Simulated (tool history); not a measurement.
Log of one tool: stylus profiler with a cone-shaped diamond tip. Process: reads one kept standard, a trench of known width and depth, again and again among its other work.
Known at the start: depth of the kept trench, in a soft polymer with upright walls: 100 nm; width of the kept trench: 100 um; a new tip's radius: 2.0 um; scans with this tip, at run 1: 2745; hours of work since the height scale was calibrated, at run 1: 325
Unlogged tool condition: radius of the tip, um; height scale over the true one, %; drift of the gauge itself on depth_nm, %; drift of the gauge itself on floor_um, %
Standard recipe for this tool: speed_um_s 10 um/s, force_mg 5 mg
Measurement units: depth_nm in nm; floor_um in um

| run | hour | speed_um_s | force_mg | scans with this tip | hours of work since the height scale was calibrated | depth_nm | floor_um |
|---|---|---|---|---|---|---|---|
| 1 | 0 | 10 | 5 | 2745 | 325 | 100.87 | 98.69 |
| 2 | 17.6 | 16 | 5 | 2860 | 339 | 100.84 | 98.69 |
| 3 | 32.3 | 16 | 5 | 2955 | 350 | 100.82 | 98.68 |
| 4 | 50.7 | 5 | 5 | 3075 | 364 | 100.81 | 98.73 |
| 5 | 69.8 | 5 | 5 | 3199 | 379 | 100.82 | 98.68 |
| 6 | 95.1 | 5 | 5 | 3364 | 399 | 100.82 | 98.72 |
| 7 | 115.2 | 5 | 5 | 3494 | 414 | 100.82 | 98.72 |
| 8 | 132 | 5 | 5 | 3604 | 427 | 100.8 | 98.7 |
| 9 | 152.2 | 5 | 5 | 3735 | 443 | 100.8 | 98.71 |
| 10 | 167.6 | 3 | 2.09 | 3835 | 454 | 100.4 | 98.68 |
| 11 | 185.5 | 3 | 4.19 | 3952 | 468 | 100.66 | 98.69 |
| 12 | 206.4 | 5 | 1.94 | 4087 | 484 | 100.39 | 98.68 |
| 13 | 221.8 | 5 | 1.94 | 4188 | 496 | 100.38 | 98.68 |
| 14 | 246.3 | 4 | 2.18 | 4347 | 515 | 100.35 | 98.7 |
| 15 | 261.3 | 25 | 2.9 | 4445 | 527 | 100.49 | 98.61 |
| 16 | 273.6 | 25 | 2.9 | 4524 | 536 | 100.55 | 98.6 |
| 17 | 294.3 | 15 | 4.77 | 4659 | 552 | 100.77 | 98.65 |
| 18 | 314.6 | 40 | 1.71 | 4791 | 568 | 100.3 | 98.5 |

Forecast each of these 3 alternatives for the next run:
| A | 329.4 | 31 | 3.11 | 4887 | 579 | ? | ? |
| B | 329.4 | 16 | 10.8 | 4887 | 579 | ? | ? |
| C | 329.4 | 40 | 2.36 | 4887 | 579 | ? | ? |

| run | depth_nm | floor_um |
|---|---|---|
| A | 100.51 | 98.58 |
| B | 101.37 | 98.69 |
| C | 100.42 | 98.51 |
Without the tool's unlogged condition, the same runs would have read:
| run | depth_nm | floor_um |
|---|---|---|
| A | 100.64 | 98.62 |
| B | 101.51 | 98.73 |
| C | 100.55 | 98.55 |
